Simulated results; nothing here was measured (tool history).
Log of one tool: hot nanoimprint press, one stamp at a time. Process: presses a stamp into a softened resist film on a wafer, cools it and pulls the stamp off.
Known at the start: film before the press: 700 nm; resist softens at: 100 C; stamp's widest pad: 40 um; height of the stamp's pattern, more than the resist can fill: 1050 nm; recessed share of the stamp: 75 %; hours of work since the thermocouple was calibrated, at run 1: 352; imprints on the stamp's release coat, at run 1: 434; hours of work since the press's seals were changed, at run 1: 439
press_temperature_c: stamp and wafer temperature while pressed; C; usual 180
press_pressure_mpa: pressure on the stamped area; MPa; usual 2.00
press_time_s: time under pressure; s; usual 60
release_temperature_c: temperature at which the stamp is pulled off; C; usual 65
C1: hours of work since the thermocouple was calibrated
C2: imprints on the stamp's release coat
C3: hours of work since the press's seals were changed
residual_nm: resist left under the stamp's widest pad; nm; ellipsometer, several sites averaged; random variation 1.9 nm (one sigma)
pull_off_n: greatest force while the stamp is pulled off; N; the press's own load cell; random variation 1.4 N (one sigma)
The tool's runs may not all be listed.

{"run": 1, "hour": 0.0, "press_temperature_c": 180, "press_pressure_mpa": 2.0, "press_time_s": 60, "release_temperature_c": 65, "C1": 352, "C2": 434, "C3": 439, "residual_nm": 317.3, "pull_off_n": 177}
{"hour": 4.7, "done": "plate thermocouple calibrated"}
{"run": 2, "hour": 13.9, "press_temperature_c": 180, "press_pressure_mpa": 2.0, "press_time_s": 60, "release_temperature_c": 65, "C1": 6, "C2": 475, "C3": 446, "residual_nm": 321.3, "pull_off_n": 181}
{"run": 3, "hour": 27.9, "press_temperature_c": 180, "press_pressure_mpa": 2.0, "press_time_s": 60, "release_temperature_c": 65, "C1": 16, "C2": 527, "C3": 455, "residual_nm": 327.1, "pull_off_n": 183}
{"hour": 41.6, "done": "stamp cleaned and given a new release coat"}
{"run": 4, "hour": 48.0, "press_temperature_c": 180, "press_pressure_mpa": 2.0, "press_time_s": 60, "release_temperature_c": 65, "C1": 25, "C2": 24, "C3": 465, "residual_nm": 325.9, "pull_off_n": 175}
{"run": 5, "hour": 60.8, "press_temperature_c": 180, "press_pressure_mpa": 2.0, "press_time_s": 60, "release_temperature_c": 65, "C1": 34, "C2": 71, "C3": 474, "residual_nm": 327.0, "pull_off_n": 176}
{"run": 6, "hour": 83.6, "press_temperature_c": 184, "press_pressure_mpa": 2.0, "press_time_s": 60, "release_temperature_c": 65, "C1": 49, "C2": 157, "C3": 489, "residual_nm": 285.7, "pull_off_n": 177}
{"run": 7, "hour": 97.0, "press_temperature_c": 184, "press_pressure_mpa": 2.0, "press_time_s": 60, "release_temperature_c": 65, "C1": 58, "C2": 207, "C3": 498, "residual_nm": 286.0, "pull_off_n": 177}
{"run": 8, "hour": 121.5, "press_temperature_c": 184, "press_pressure_mpa": 2.0, "press_time_s": 60, "release_temperature_c": 65, "C1": 75, "C2": 298, "C3": 515, "residual_nm": 287.4, "pull_off_n": 180}
{"run": 9, "hour": 132.2, "press_temperature_c": 184, "press_pressure_mpa": 2.0, "press_time_s": 62, "release_temperature_c": 65, "C1": 82, "C2": 338, "C3": 522, "residual_nm": 285.1, "pull_off_n": 180}
{"hour": 147.4, "done": "plate thermocouple calibrated, once more"}
{"run": 10, "hour": 151.8, "press_temperature_c": 184, "press_pressure_mpa": 2.0, "press_time_s": 62, "release_temperature_c": 65, "C1": 3, "C2": 400, "C3": 533, "residual_nm": 262.9, "pull_off_n": 176}
{"run": 11, "hour": 166.3, "press_temperature_c": 184, "press_pressure_mpa": 2.0, "press_time_s": 62, "release_temperature_c": 65, "C1": 13, "C2": 454, "C3": 543, "residual_nm": 260.1, "pull_off_n": 177}
{"run": 12, "hour": 189.1, "press_temperature_c": 184, "press_pressure_mpa": 2.0, "press_time_s": 62, "release_temperature_c": 65, "C1": 28, "C2": 539, "C3": 558, "residual_nm": 263.4, "pull_off_n": 178}
{"hour": 199.1, "done": "stamp cleaned and given a new release coat"}
{"run": 13, "hour": 214.3, "press_temperature_c": 180, "press_pressure_mpa": 2.0, "press_time_s": 60, "release_temperature_c": 56, "C1": 41, "C2": 57, "C3": 571, "residual_nm": 307.7, "pull_off_n": 194}
{"run": 14, "hour": 235.9, "press_temperature_c": 180, "press_pressure_mpa": 2.0, "press_time_s": 51, "release_temperature_c": 56, "C1": 56, "C2": 137, "C3": 586, "residual_nm": 325.1, "pull_off_n": 192}
{"run": 15, "hour": 250.6, "press_temperature_c": 180, "press_pressure_mpa": 2.0, "press_time_s": 51, "release_temperature_c": 56, "C1": 66, "C2": 192, "C3": 596, "residual_nm": 328.3, "pull_off_n": 197}
{"run": 16, "hour": 263.3, "press_temperature_c": 180, "press_pressure_mpa": 2.0, "press_time_s": 60, "release_temperature_c": 65, "C1": 74, "C2": 240, "C3": 604, "residual_nm": 306.5, "pull_off_n": 173}
{"run": 17, "hour": 277.5, "press_temperature_c": 180, "press_pressure_mpa": 2.0, "press_time_s": 60, "release_temperature_c": 57, "C1": 84, "C2": 293, "C3": 614, "residual_nm": 306.7, "pull_off_n": 192}
{"hour": 307.0, "done": "press's hydraulic seals changed and the load cell set to zero"}
{"run": 18, "hour": 307.0, "press_temperature_c": 180, "press_pressure_mpa": 2.0, "press_time_s": 60, "release_temperature_c": 57, "C1": 98, "C2": 373, "C3": 0, "residual_nm": 302.5, "pull_off_n": 195}
{"run": 19, "hour": 318.6, "press_temperature_c": 180, "press_pressure_mpa": 2.35, "press_time_s": 60, "release_temperature_c": 57, "C1": 106, "C2": 416, "C3": 8, "residual_nm": 277.5, "pull_off_n": 200}
{"run": 20, "hour": 328.8, "press_temperature_c": 180, "press_pressure_mpa": 2.35, "press_time_s": 60, "release_temperature_c": 57, "C1": 113, "C2": 454, "C3": 15, "residual_nm": 281.6, "pull_off_n": 198}
{"run": 21, "hour": 352.7, "press_temperature_c": 180, "press_pressure_mpa": 2.35, "press_time_s": 60, "release_temperature_c": 57, "C1": 129, "C2": 543, "C3": 31, "residual_nm": 277.8, "pull_off_n": 197}
{"hour": 362.3, "done": "stamp cleaned and given a new release coat"}
{"run": 22, "hour": 381.0, "press_temperature_c": 180, "press_pressure_mpa": 2.35, "press_time_s": 60, "release_temperature_c": 57, "C1": 144, "C2": 70, "C3": 46, "residual_nm": 279.4, "pull_off_n": 191}
{"run": 23, "hour": 398.5, "press_temperature_c": 180, "press_pressure_mpa": 2.48, "press_time_s": 60, "release_temperature_c": 65, "C1": 156, "C2": 135, "C3": 58, "residual_nm": 270.2, "pull_off_n": 171}
{"run": 24, "hour": 417.0, "press_temperature_c": 176, "press_pressure_mpa": 2.27, "press_time_s": 33, "release_temperature_c": 65, "C1": 169, "C2": 204, "C3": 70, "residual_nm": 396.8, "pull_off_n": 173}
{"run": 25, "hour": 437.9, "press_temperature_c": 176, "press_pressure_mpa": 2.27, "press_time_s": 33, "release_temperature_c": 65, "C1": 183, "C2": 282, "C3": 84, "residual_nm": 404.7, "pull_off_n": 174}
{"run": 26, "hour": 457.3, "press_temperature_c": 171, "press_pressure_mpa": 2.03, "press_time_s": 92, "release_temperature_c": 56, "C1": 196, "C2": 354, "C3": 98, "residual_nm": 366.7, "pull_off_n": 197}
{"run": 27, "hour": 470.1, "press_temperature_c": 180, "press_pressure_mpa": 2.0, "press_time_s": 60, "release_temperature_c": 61, "C1": 205, "C2": 402, "C3": 106, "residual_nm": 309.7, "pull_off_n": 190}
{"run": 28, "hour": 481.9, "press_temperature_c": 180, "press_pressure_mpa": 2.0, "press_time_s": 42, "release_temperature_c": 61, "C1": 213, "C2": 446, "C3": 114, "residual_nm": 342.9, "pull_off_n": 188}
{"run": 29, "hour": 497.0, "press_temperature_c": 180, "press_pressure_mpa": 2.0, "press_time_s": 42, "release_temperature_c": 61, "C1": 223, "C2": 503, "C3": 124, "residual_nm": 347.5, "pull_off_n": 189}
{"hour": 517.4, "done": "stamp cleaned and given a new release coat"}
{"run": 30, "hour": 521.1, "press_temperature_c": 180, "press_pressure_mpa": 2.0, "press_time_s": 33, "release_temperature_c": 65, "C1": 235, "C2": 14, "C3": 137, "residual_nm": 379.0, "pull_off_n": 174}
{"run": 31, "hour": 532.7, "press_temperature_c": 180, "press_pressure_mpa": 2.0, "press_time_s": 33, "release_temperature_c": 65, "C1": 243, "C2": 57, "C3": 144, "residual_nm": 372.4, "pull_off_n": 174}

3 ways to go on from here, each from the tool as it stands after run 31. What would each give?
{"run": "A", "hour": 549.8, "press_temperature_c": 180, "press_pressure_mpa": 1.28, "press_time_s": 60, "release_temperature_c": 60, "C1": 254, "C2": 121, "C3": 156, "residual_nm": "?", "pull_off_n": "?"}
{"run": "B", "hour": 549.8, "press_temperature_c": 182, "press_pressure_mpa": 1.7, "press_time_s": 31, "release_temperature_c": 65, "C1": 254, "C2": 121, "C3": 156, "residual_nm": "?", "pull_off_n": "?"}
{"run": "C", "hour": 549.8, "press_temperature_c": 174, "press_pressure_mpa": 2.0, "press_time_s": 105, "release_temperature_c": 69, "C1": 254, "C2": 121, "C3": 156, "residual_nm": "?", "pull_off_n": "?"}

run=A residual_nm=388.8 pull_off_n=189
run=B residual_nm=391.6 pull_off_n=175
run=C residual_nm=318.8 pull_off_n=165
Without the tool's hidden state the same runs would have given:
run=A residual_nm=375.2 pull_off_n=185
run=B residual_nm=377.8 pull_off_n=170
run=C residual_nm=304.7 pull_off_n=160

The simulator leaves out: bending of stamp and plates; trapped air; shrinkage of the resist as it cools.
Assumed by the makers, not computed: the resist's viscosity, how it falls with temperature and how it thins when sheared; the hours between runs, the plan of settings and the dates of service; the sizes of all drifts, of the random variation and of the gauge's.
